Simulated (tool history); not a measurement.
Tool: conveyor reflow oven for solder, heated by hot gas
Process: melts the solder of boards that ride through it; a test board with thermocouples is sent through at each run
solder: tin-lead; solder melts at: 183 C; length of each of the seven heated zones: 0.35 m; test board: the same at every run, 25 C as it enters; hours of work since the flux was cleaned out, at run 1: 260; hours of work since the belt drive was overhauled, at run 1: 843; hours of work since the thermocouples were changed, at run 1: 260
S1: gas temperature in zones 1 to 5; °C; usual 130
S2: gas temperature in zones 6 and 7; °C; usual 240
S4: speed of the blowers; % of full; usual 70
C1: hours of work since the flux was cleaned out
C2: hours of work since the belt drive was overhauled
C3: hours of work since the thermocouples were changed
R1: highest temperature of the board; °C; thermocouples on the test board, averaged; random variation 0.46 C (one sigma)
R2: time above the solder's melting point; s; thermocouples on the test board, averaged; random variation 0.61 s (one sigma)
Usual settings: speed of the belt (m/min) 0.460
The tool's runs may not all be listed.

{"run": 1, "hour": 0.0, "S1": 130, "S2": 240, "speed of the belt (m/min)": 0.46, "S4": 70, "C1": 260, "C2": 843, "C3": 260, "R1": 216.0, "R2": 62.8}
{"hour": 16.5, "done": "flux residue cleaned out of gas plates and filters"}
{"run": 2, "hour": 92.6, "S1": 130, "S2": 240, "speed of the belt (m/min)": 0.46, "S4": 70, "C1": 50, "C2": 901, "C3": 318, "R1": 218.8, "R2": 64.8}
{"run": 3, "hour": 177.5, "S1": 130, "S2": 240, "speed of the belt (m/min)": 0.46, "S4": 70, "C1": 106, "C2": 957, "C3": 374, "R1": 217.8, "R2": 65.1}
{"run": 4, "hour": 236.1, "S1": 130, "S2": 240, "speed of the belt (m/min)": 0.46, "S4": 70, "C1": 145, "C2": 996, "C3": 413, "R1": 216.7, "R2": 64.1}
{"run": 5, "hour": 309.5, "S1": 135, "S2": 240, "speed of the belt (m/min)": 0.46, "S4": 70, "C1": 194, "C2": 1044, "C3": 461, "R1": 216.9, "R2": 67.2}
{"run": 6, "hour": 389.5, "S1": 135, "S2": 240, "speed of the belt (m/min)": 0.46, "S4": 70, "C1": 246, "C2": 1097, "C3": 514, "R1": 216.9, "R2": 66.3}
{"hour": 423.3, "done": "flux residue cleaned out of gas plates and filters"}
{"run": 7, "hour": 460.7, "S1": 135, "S2": 240, "speed of the belt (m/min)": 0.46, "S4": 70, "C1": 25, "C2": 1141, "C3": 558, "R1": 219.2, "R2": 68.1}
{"hour": 477.7, "done": "thermocouples of zones 6 and 7 changed"}
{"run": 8, "hour": 536.2, "S1": 130, "S2": 240, "speed of the belt (m/min)": 0.46, "S4": 70, "C1": 73, "C2": 1189, "C3": 39, "R1": 218.1, "R2": 65.0}
{"run": 9, "hour": 600.8, "S1": 130, "S2": 240, "speed of the belt (m/min)": 0.46, "S4": 70, "C1": 116, "C2": 1232, "C3": 81, "R1": 216.9, "R2": 66.1}
{"hour": 608.9, "done": "belt drive overhauled, speed set with a stopwatch"}
{"run": 10, "hour": 659.7, "S1": 130, "S2": 240, "speed of the belt (m/min)": 0.46, "S4": 70, "C1": 152, "C2": 34, "C3": 118, "R1": 217.1, "R2": 64.7}
{"run": 11, "hour": 717.3, "S1": 130, "S2": 240, "speed of the belt (m/min)": 0.46, "S4": 70, "C1": 190, "C2": 72, "C3": 156, "R1": 217.5, "R2": 64.4}
{"run": 12, "hour": 804.8, "S1": 130, "S2": 240, "speed of the belt (m/min)": 0.46, "S4": 70, "C1": 248, "C2": 129, "C3": 213, "R1": 216.0, "R2": 63.5}
{"hour": 833.7, "done": "flux residue cleaned out of gas plates and filters"}
{"hour": 843.0, "done": "belt drive overhauled, speed set with a stopwatch, once more"}
{"run": 13, "hour": 891.0, "S1": 130, "S2": 240, "speed of the belt (m/min)": 0.46, "S4": 70, "C1": 35, "C2": 32, "C3": 264, "R1": 216.4, "R2": 65.1}
{"run": 14, "hour": 948.9, "S1": 119, "S2": 240, "speed of the belt (m/min)": 0.416, "S4": 70, "C1": 73, "C2": 70, "C3": 303, "R1": 218.1, "R2": 69.7}
{"run": 15, "hour": 1020.0, "S1": 130, "S2": 244, "speed of the belt (m/min)": 0.46, "S4": 51, "C1": 120, "C2": 117, "C3": 350, "R1": 212.1, "R2": 57.8}
{"run": 16, "hour": 1075.6, "S1": 142, "S2": 230, "speed of the belt (m/min)": 0.532, "S4": 80, "C1": 157, "C2": 154, "C3": 386, "R1": 207.3, "R2": 50.0}
{"run": 17, "hour": 1158.2, "S1": 136, "S2": 230, "speed of the belt (m/min)": 0.405, "S4": 52, "C1": 212, "C2": 208, "C3": 441, "R1": 206.7, "R2": 61.1}
{"run": 18, "hour": 1216.8, "S1": 130, "S2": 254, "speed of the belt (m/min)": 0.46, "S4": 73, "C1": 250, "C2": 247, "C3": 480, "R1": 225.7, "R2": 72.5}
{"hour": 1244.5, "done": "flux residue cleaned out of gas plates and filters"}
{"run": 19, "hour": 1305.9, "S1": 130, "S2": 240, "speed of the belt (m/min)": 0.536, "S4": 52, "C1": 41, "C2": 302, "C3": 535, "R1": 204.0, "R2": 39.9}
{"hour": 1354.7, "done": "thermocouples of zones 6 and 7 changed"}
{"run": 20, "hour": 1354.7, "S1": 130, "S2": 240, "speed of the belt (m/min)": 0.536, "S4": 52, "C1": 71, "C2": 333, "C3": 0, "R1": 205.2, "R2": 41.6}
{"run": 21, "hour": 1402.2, "S1": 127, "S2": 240, "speed of the belt (m/min)": 0.549, "S4": 76, "C1": 103, "C2": 365, "C3": 31, "R1": 211.3, "R2": 48.1}
{"run": 22, "hour": 1489.3, "S1": 127, "S2": 240, "speed of the belt (m/min)": 0.549, "S4": 76, "C1": 160, "C2": 422, "C3": 89, "R1": 210.8, "R2": 46.4}
{"run": 23, "hour": 1535.5, "S1": 138, "S2": 240, "speed of the belt (m/min)": 0.47, "S4": 60, "C1": 191, "C2": 453, "C3": 119, "R1": 215.4, "R2": 64.1}
{"run": 24, "hour": 1621.3, "S1": 130, "S2": 228, "speed of the belt (m/min)": 0.538, "S4": 88, "C1": 248, "C2": 509, "C3": 176, "R1": 204.4, "R2": 42.0}
{"hour": 1653.2, "done": "flux residue cleaned out of gas plates and filters"}
{"run": 25, "hour": 1694.8, "S1": 130, "S2": 250, "speed of the belt (m/min)": 0.415, "S4": 61, "C1": 28, "C2": 555, "C3": 221, "R1": 228.4, "R2": 82.1}
{"run": 26, "hour": 1735.6, "S1": 130, "S2": 250, "speed of the belt (m/min)": 0.415, "S4": 61, "C1": 54, "C2": 582, "C3": 248, "R1": 228.1, "R2": 82.1}

Forecast each of these 4 alternatives for the next run:
{"run": "A", "hour": 1776.7, "S1": 138, "S2": 239, "speed of the belt (m/min)": 0.415, "S4": 52, "C1": 82, "C2": 609, "C3": 275, "R1": "?", "R2": "?"}
{"run": "B", "hour": 1776.7, "S1": 130, "S2": 244, "speed of the belt (m/min)": 0.507, "S4": 70, "C1": 82, "C2": 609, "C3": 275, "R1": "?", "R2": "?"}
{"run": "C", "hour": 1776.7, "S1": 130, "S2": 231, "speed of the belt (m/min)": 0.389, "S4": 54, "C1": 82, "C2": 609, "C3": 275, "R1": "?", "R2": "?"}
{"run": "D", "hour": 1776.7, "S1": 142, "S2": 242, "speed of the belt (m/min)": 0.46, "S4": 70, "C1": 82, "C2": 609, "C3": 275, "R1": "?", "R2": "?"}

run=A R1=217.1 R2=75.1
run=B R1=217.3 R2=58.4
run=C R1=211.9 R2=70.2
run=D R1=220.9 R2=74.3
Without the tool's hidden state the same runs would have given:
run=A R1=218.1 R2=75.8
run=B R1=218.7 R2=59.3
run=C R1=212.9 R2=71.2
run=D R1=222.1 R2=74.9

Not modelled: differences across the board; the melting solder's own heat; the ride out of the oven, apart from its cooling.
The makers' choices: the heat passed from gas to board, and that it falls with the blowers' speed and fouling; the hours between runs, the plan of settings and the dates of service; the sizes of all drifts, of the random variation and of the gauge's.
